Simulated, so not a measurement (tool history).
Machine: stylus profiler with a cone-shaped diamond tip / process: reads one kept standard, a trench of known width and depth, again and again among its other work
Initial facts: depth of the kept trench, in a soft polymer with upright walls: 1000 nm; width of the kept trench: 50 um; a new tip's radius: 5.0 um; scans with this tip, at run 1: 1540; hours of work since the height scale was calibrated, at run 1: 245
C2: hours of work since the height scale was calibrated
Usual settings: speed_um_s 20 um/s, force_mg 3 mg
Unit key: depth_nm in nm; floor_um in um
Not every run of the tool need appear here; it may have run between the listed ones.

{"run": 1, "hour": 0.0, "speed_um_s": 20, "force_mg": 3, "scans with this tip": 1540, "C2": 245, "depth_nm": 1007.65, "floor_um": 43.96}
{"run": 2, "hour": 18.1, "speed_um_s": 20, "force_mg": 3, "scans with this tip": 1630, "C2": 260, "depth_nm": 1007.79, "floor_um": 43.92}
{"run": 3, "hour": 29.1, "speed_um_s": 20, "force_mg": 1.96, "scans with this tip": 1684, "C2": 268, "depth_nm": 1006, "floor_um": 43.92}
{"run": 4, "hour": 40.8, "speed_um_s": 20, "force_mg": 1.96, "scans with this tip": 1742, "C2": 277, "depth_nm": 1006.07, "floor_um": 43.91}
{"run": 5, "hour": 59.9, "speed_um_s": 20, "force_mg": 2.35, "scans with this tip": 1837, "C2": 293, "depth_nm": 1006.44, "floor_um": 43.99}
{"run": 6, "hour": 74.8, "speed_um_s": 20, "force_mg": 2.35, "scans with this tip": 1910, "C2": 304, "depth_nm": 1006.45, "floor_um": 43.95}
{"run": 7, "hour": 93.7, "speed_um_s": 20, "force_mg": 5.53, "scans with this tip": 2004, "C2": 319, "depth_nm": 1011.17, "floor_um": 43.92}
{"run": 8, "hour": 102.3, "speed_um_s": 20, "force_mg": 5.53, "scans with this tip": 2047, "C2": 326, "depth_nm": 1011.77, "floor_um": 44.01}
{"run": 9, "hour": 111.3, "speed_um_s": 20, "force_mg": 5.53, "scans with this tip": 2091, "C2": 333, "depth_nm": 1011.44, "floor_um": 43.96}
{"run": 10, "hour": 126.3, "speed_um_s": 20, "force_mg": 5.53, "scans with this tip": 2166, "C2": 345, "depth_nm": 1011.86, "floor_um": 43.95}
{"run": 11, "hour": 134.5, "speed_um_s": 20, "force_mg": 5.53, "scans with this tip": 2206, "C2": 351, "depth_nm": 1011.79, "floor_um": 43.98}
{"run": 12, "hour": 146.8, "speed_um_s": 12, "force_mg": 3, "scans with this tip": 2267, "C2": 361, "depth_nm": 1007.69, "floor_um": 43.94}
{"run": 13, "hour": 157.6, "speed_um_s": 12, "force_mg": 3, "scans with this tip": 2320, "C2": 370, "depth_nm": 1007.4, "floor_um": 43.95}
{"run": 14, "hour": 174.5, "speed_um_s": 12, "force_mg": 3, "scans with this tip": 2404, "C2": 383, "depth_nm": 1007.67, "floor_um": 43.95}
{"run": 15, "hour": 192.3, "speed_um_s": 12, "force_mg": 3, "scans with this tip": 2493, "C2": 397, "depth_nm": 1007.81, "floor_um": 43.94}
{"run": 16, "hour": 200.4, "speed_um_s": 12, "force_mg": 3, "scans with this tip": 2533, "C2": 403, "depth_nm": 1007.95, "floor_um": 43.98}
{"run": 17, "hour": 208.5, "speed_um_s": 12, "force_mg": 3, "scans with this tip": 2573, "C2": 410, "depth_nm": 1007.79, "floor_um": 43.92}
{"run": 18, "hour": 217.6, "speed_um_s": 20, "force_mg": 3, "scans with this tip": 2618, "C2": 417, "depth_nm": 1008.18, "floor_um": 43.93}
{"run": 19, "hour": 235.3, "speed_um_s": 20, "force_mg": 1.51, "scans with this tip": 2705, "C2": 431, "depth_nm": 1004.79, "floor_um": 43.92}
{"run": 20, "hour": 248.8, "speed_um_s": 20, "force_mg": 1.51, "scans with this tip": 2772, "C2": 442, "depth_nm": 1005.13, "floor_um": 43.96}
{"run": 21, "hour": 264.7, "speed_um_s": 20, "force_mg": 1.51, "scans with this tip": 2851, "C2": 454, "depth_nm": 1005.34, "floor_um": 43.97}
{"run": 22, "hour": 282.9, "speed_um_s": 20, "force_mg": 3, "scans with this tip": 2941, "C2": 468, "depth_nm": 1007.67, "floor_um": 43.93}
{"run": 23, "hour": 297.9, "speed_um_s": 20, "force_mg": 1.05, "scans with this tip": 3015, "C2": 480, "depth_nm": 1003.95, "floor_um": 43.91}
{"run": 24, "hour": 316.6, "speed_um_s": 20, "force_mg": 1.05, "scans with this tip": 3108, "C2": 495, "depth_nm": 1004.1, "floor_um": 43.94}
{"run": 25, "hour": 332.1, "speed_um_s": 61, "force_mg": 1.38, "scans with this tip": 3185, "C2": 507, "depth_nm": 1004.73, "floor_um": 43.77}
{"run": 26, "hour": 342.2, "speed_um_s": 12, "force_mg": 2.63, "scans with this tip": 3235, "C2": 515, "depth_nm": 1006.97, "floor_um": 43.97}
{"run": 27, "hour": 358.7, "speed_um_s": 12, "force_mg": 2.63, "scans with this tip": 3317, "C2": 528, "depth_nm": 1007.14, "floor_um": 43.96}
{"run": 28, "hour": 373.4, "speed_um_s": 14, "force_mg": 2.32, "scans with this tip": 3389, "C2": 540, "depth_nm": 1006.69, "floor_um": 43.95}
{"run": 29, "hour": 392.4, "speed_um_s": 14, "force_mg": 2.32, "scans with this tip": 3484, "C2": 555, "depth_nm": 1006.49, "floor_um": 43.97}
{"run": 30, "hour": 405.0, "speed_um_s": 14, "force_mg": 1.97, "scans with this tip": 3546, "C2": 565, "depth_nm": 1005.64, "floor_um": 44}
{"run": 31, "hour": 416.4, "speed_um_s": 14, "force_mg": 1.97, "scans with this tip": 3602, "C2": 574, "depth_nm": 1005.87, "floor_um": 43.95}
{"run": 32, "hour": 434.0, "speed_um_s": 14, "force_mg": 1.97, "scans with this tip": 3689, "C2": 588, "depth_nm": 1005.95, "floor_um": 43.94}
{"run": 33, "hour": 451.6, "speed_um_s": 14, "force_mg": 1.97, "scans with this tip": 3776, "C2": 601, "depth_nm": 1005.66, "floor_um": 43.99}
{"run": 34, "hour": 465.8, "speed_um_s": 33, "force_mg": 1.97, "scans with this tip": 3847, "C2": 613, "depth_nm": 1005.82, "floor_um": 43.93}
{"run": 35, "hour": 480.8, "speed_um_s": 19, "force_mg": 5.89, "scans with this tip": 3921, "C2": 625, "depth_nm": 1012.14, "floor_um": 44.02}
{"run": 36, "hour": 493.8, "speed_um_s": 19, "force_mg": 5.89, "scans with this tip": 3986, "C2": 635, "depth_nm": 1012.33, "floor_um": 43.99}
{"run": 37, "hour": 506.2, "speed_um_s": 19, "force_mg": 1.41, "scans with this tip": 4047, "C2": 645, "depth_nm": 1004.82, "floor_um": 43.97}
{"run": 38, "hour": 518.5, "speed_um_s": 14, "force_mg": 2.21, "scans with this tip": 4108, "C2": 654, "depth_nm": 1005.9, "floor_um": 43.96}
{"run": 39, "hour": 533.3, "speed_um_s": 14, "force_mg": 2.21, "scans with this tip": 4181, "C2": 666, "depth_nm": 1006.47, "floor_um": 43.95}
{"run": 40, "hour": 544.7, "speed_um_s": 14, "force_mg": 2.21, "scans with this tip": 4238, "C2": 675, "depth_nm": 1006.36, "floor_um": 43.92}
{"run": 41, "hour": 563.0, "speed_um_s": 16, "force_mg": 1.83, "scans with this tip": 4328, "C2": 689, "depth_nm": 1005.56, "floor_um": 43.96}
{"run": 42, "hour": 578.7, "speed_um_s": 6, "force_mg": 3.07, "scans with this tip": 4406, "C2": 702, "depth_nm": 1007.74, "floor_um": 44.01}
{"run": 43, "hour": 589.5, "speed_um_s": 6, "force_mg": 1.35, "scans with this tip": 4459, "C2": 710, "depth_nm": 1004.63, "floor_um": 43.94}
{"run": 44, "hour": 606.2, "speed_um_s": 6, "force_mg": 5.43, "scans with this tip": 4542, "C2": 723, "depth_nm": 1011.59, "floor_um": 43.96}
{"run": 45, "hour": 619.2, "speed_um_s": 6, "force_mg": 5.43, "scans with this tip": 4607, "C2": 734, "depth_nm": 1011.7, "floor_um": 43.99}
{"run": 46, "hour": 630.9, "speed_um_s": 55, "force_mg": 3.31, "scans with this tip": 4665, "C2": 743, "depth_nm": 1008.48, "floor_um": 43.8}
{"run": 47, "hour": 639.2, "speed_um_s": 55, "force_mg": 3.31, "scans with this tip": 4706, "C2": 749, "depth_nm": 1008.04, "floor_um": 43.89}

Alternative continuations, all from the tool just after run 47; predict every row:
{"run": "A", "hour": 647.3, "speed_um_s": 21, "force_mg": 3.31, "scans with this tip": 4746, "C2": 756, "depth_nm": "?", "floor_um": "?"}
{"run": "B", "hour": 647.3, "speed_um_s": 11, "force_mg": 1.69, "scans with this tip": 4746, "C2": 756, "depth_nm": "?", "floor_um": "?"}
{"run": "C", "hour": 647.3, "speed_um_s": 68, "force_mg": 3, "scans with this tip": 4746, "C2": 756, "depth_nm": "?", "floor_um": "?"}

run=A depth_nm=1008.05 floor_um=43.97
run=B depth_nm=1005.07 floor_um=43.98
run=C depth_nm=1007.88 floor_um=43.85
With no hidden state in the tool, these same runs would have given:
run=A depth_nm=1008.03 floor_um=43.98
run=B depth_nm=1005.04 floor_um=43.99
run=C depth_nm=1007.85 floor_um=43.86
